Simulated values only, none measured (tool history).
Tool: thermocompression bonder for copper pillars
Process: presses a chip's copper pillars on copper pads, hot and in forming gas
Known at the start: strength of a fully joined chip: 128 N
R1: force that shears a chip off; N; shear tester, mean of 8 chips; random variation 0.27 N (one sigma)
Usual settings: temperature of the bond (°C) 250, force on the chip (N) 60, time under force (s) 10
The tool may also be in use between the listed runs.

run 1 day=0 | temperature_of_the_bond_(°C)=250 force_on_the_chip_(N)=60 time_under_force_(s)=10 | R1=74.3
run 2 day=0.362 | temperature_of_the_bond_(°C)=234 force_on_the_chip_(N)=60 time_under_force_(s)=10 | R1=61.3
run 3 day=0.775 | temperature_of_the_bond_(°C)=234 force_on_the_chip_(N)=60 time_under_force_(s)=10 | R1=61.9
run 4 day=1.029 | temperature_of_the_bond_(°C)=250 force_on_the_chip_(N)=60 time_under_force_(s)=10 | R1=74.8
run 5 day=1.346 | temperature_of_the_bond_(°C)=250 force_on_the_chip_(N)=90 time_under_force_(s)=10 | R1=95.4
run 6 day=1.667 | temperature_of_the_bond_(°C)=250 force_on_the_chip_(N)=90 time_under_force_(s)=10 | R1=95.5
run 7 day=1.879 | temperature_of_the_bond_(°C)=250 force_on_the_chip_(N)=90 time_under_force_(s)=10 | R1=95.1
run 8 day=2.217 | temperature_of_the_bond_(°C)=250 force_on_the_chip_(N)=90 time_under_force_(s)=10 | R1=95.7
run 9 day=2.538 | temperature_of_the_bond_(°C)=250 force_on_the_chip_(N)=60 time_under_force_(s)=10 | R1=74.5
run 10 day=2.771 | temperature_of_the_bond_(°C)=250 force_on_the_chip_(N)=60 time_under_force_(s)=10 | R1=74
run 11 day=3.046 | temperature_of_the_bond_(°C)=250 force_on_the_chip_(N)=60 time_under_force_(s)=10 | R1=74.3
run 12 day=3.383 | temperature_of_the_bond_(°C)=250 force_on_the_chip_(N)=60 time_under_force_(s)=10 | R1=74.1
run 13 day=3.588 | temperature_of_the_bond_(°C)=279 force_on_the_chip_(N)=60 time_under_force_(s)=10 | R1=95.6
run 14 day=3.8 | temperature_of_the_bond_(°C)=250 force_on_the_chip_(N)=88 time_under_force_(s)=10 | R1=93.6
run 15 day=4.012 | temperature_of_the_bond_(°C)=250 force_on_the_chip_(N)=65 time_under_force_(s)=10 | R1=77.9
run 16 day=4.271 | temperature_of_the_bond_(°C)=250 force_on_the_chip_(N)=60 time_under_force_(s)=10 | R1=74.3
run 17 day=4.642 | temperature_of_the_bond_(°C)=250 force_on_the_chip_(N)=60 time_under_force_(s)=10 | R1=74.1
run 18 day=5.025 | temperature_of_the_bond_(°C)=250 force_on_the_chip_(N)=60 time_under_force_(s)=10 | R1=74.2
run 19 day=5.217 | temperature_of_the_bond_(°C)=250 force_on_the_chip_(N)=60 time_under_force_(s)=10 | R1=74.5
run 20 day=5.642 | temperature_of_the_bond_(°C)=250 force_on_the_chip_(N)=60 time_under_force_(s)=26 | R1=95.1
run 21 day=5.867 | temperature_of_the_bond_(°C)=240 force_on_the_chip_(N)=86 time_under_force_(s)=21 | R1=99.5
run 22 day=6.058 | temperature_of_the_bond_(°C)=241 force_on_the_chip_(N)=68 time_under_force_(s)=10 | R1=73.3
run 23 day=6.346 | temperature_of_the_bond_(°C)=265 force_on_the_chip_(N)=60 time_under_force_(s)=5 | R1=70
run 24 day=6.738 | temperature_of_the_bond_(°C)=244 force_on_the_chip_(N)=56 time_under_force_(s)=10 | R1=65.3
run 25 day=7.062 | temperature_of_the_bond_(°C)=244 force_on_the_chip_(N)=56 time_under_force_(s)=10 | R1=65.5
run 26 day=7.329 | temperature_of_the_bond_(°C)=229 force_on_the_chip_(N)=68 time_under_force_(s)=16 | R1=73.7
run 27 day=7.746 | temperature_of_the_bond_(°C)=237 force_on_the_chip_(N)=47 time_under_force_(s)=16 | R1=61.8
run 28 day=8.075 | temperature_of_the_bond_(°C)=266 force_on_the_chip_(N)=60 time_under_force_(s)=5 | R1=70.4
run 29 day=8.488 | temperature_of_the_bond_(°C)=266 force_on_the_chip_(N)=60 time_under_force_(s)=5 | R1=70.5
run 30 day=8.812 | temperature_of_the_bond_(°C)=223 force_on_the_chip_(N)=60 time_under_force_(s)=10 | R1=52.6
-- day=8.958 forming gas filter changed
run 31 day=9.233 | temperature_of_the_bond_(°C)=226 force_on_the_chip_(N)=86 time_under_force_(s)=27 | R1=98.3
run 32 day=9.592 | temperature_of_the_bond_(°C)=226 force_on_the_chip_(N)=60 time_under_force_(s)=10 | R1=57.5
run 33 day=9.767 | temperature_of_the_bond_(°C)=226 force_on_the_chip_(N)=60 time_under_force_(s)=10 | R1=57.3
run 34 day=9.988 | temperature_of_the_bond_(°C)=267 force_on_the_chip_(N)=60 time_under_force_(s)=20 | R1=104.4
run 35 day=10.246 | temperature_of_the_bond_(°C)=267 force_on_the_chip_(N)=46 time_under_force_(s)=9 | R1=72.9
run 36 day=10.492 | temperature_of_the_bond_(°C)=267 force_on_the_chip_(N)=46 time_under_force_(s)=9 | R1=73.8
run 37 day=10.904 | temperature_of_the_bond_(°C)=239 force_on_the_chip_(N)=83 time_under_force_(s)=19 | R1=99.5
run 38 day=11.325 | temperature_of_the_bond_(°C)=252 force_on_the_chip_(N)=54 time_under_force_(s)=17 | R1=85.9
run 39 day=11.596 | temperature_of_the_bond_(°C)=258 force_on_the_chip_(N)=45 time_under_force_(s)=13 | R1=73.9

3 ways to go on from here, each from the tool as it stands after run 39. What would each give?
run A day=11.829 | temperature_of_the_bond_(°C)=277 force_on_the_chip_(N)=52 time_under_force_(s)=26 | R1=?
run B day=11.829 | temperature_of_the_bond_(°C)=258 force_on_the_chip_(N)=45 time_under_force_(s)=19 | R1=?
run C day=11.829 | temperature_of_the_bond_(°C)=252 force_on_the_chip_(N)=45 time_under_force_(s)=13 | R1=?

run=A R1=108.8
run=B R1=82.7
run=C R1=69.8
Without the tool's hidden state the same runs would have given:
run=A R1=105.4
run=B R1=77.4
run=C R1=64.4
